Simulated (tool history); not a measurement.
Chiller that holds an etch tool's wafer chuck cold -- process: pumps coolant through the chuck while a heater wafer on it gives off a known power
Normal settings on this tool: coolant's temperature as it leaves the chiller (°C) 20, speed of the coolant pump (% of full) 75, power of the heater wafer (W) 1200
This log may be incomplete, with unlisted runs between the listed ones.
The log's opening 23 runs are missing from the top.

| run | day | coolant's temperature as it leaves the chiller (°C) | speed of the coolant pump (% of full) | power of the heater wafer (W) | chuck's temperature once it has settled (°C) | how much warmer the coolant comes back (C) |
|---|---|---|---|---|---|---|
| 24 | 56.612 | 20 | 75 | 972 | 29 | 2.5 |
| 25 | 58.758 | 20 | 62 | 610 | 26.9 | 1.96 |
| 26 | 60.35 | 12 | 68 | 964 | 21.7 | 2.78 |
| 27 | 62.675 | 26 | 85 | 1610 | 39.5 | 3.65 |
| 28 | 64.412 | 26 | 99 | 999 | 33.3 | 1.94 |
| 29 | 65.958 | 11 | 99 | 871 | 17.5 | 1.67 |
| 30 | 67.988 | 29 | 91 | 871 | 35.9 | 1.85 |
| 31 | 70.133 | 29 | 92 | 855 | 35.8 | 1.81 |
| 32 | 73.192 | 29 | 92 | 855 | 35.7 | 1.77 |

Forecast each of these 3 alternatives for the next run:
| A | 76.858 | 20 | 75 | 863 | ? | ? |
| B | 76.858 | 29 | 88 | 921 | ? | ? |
| C | 76.858 | 12 | 66 | 855 | ? | ? |

| run | chuck's temperature once it has settled (°C) | how much warmer the coolant comes back (C) |
|---|---|---|
| A | 28.1 | 2.26 |
| B | 36.5 | 2.07 |
| C | 20.9 | 2.58 |
Take away the tool's hidden state, keep each run's random variation, and the runs would have read:
| run | chuck's temperature once it has settled (°C) | how much warmer the coolant comes back (C) |
|---|---|---|
| A | 28.1 | 2.14 |
| B | 36.5 | 1.95 |
| C | 20.9 | 2.46 |
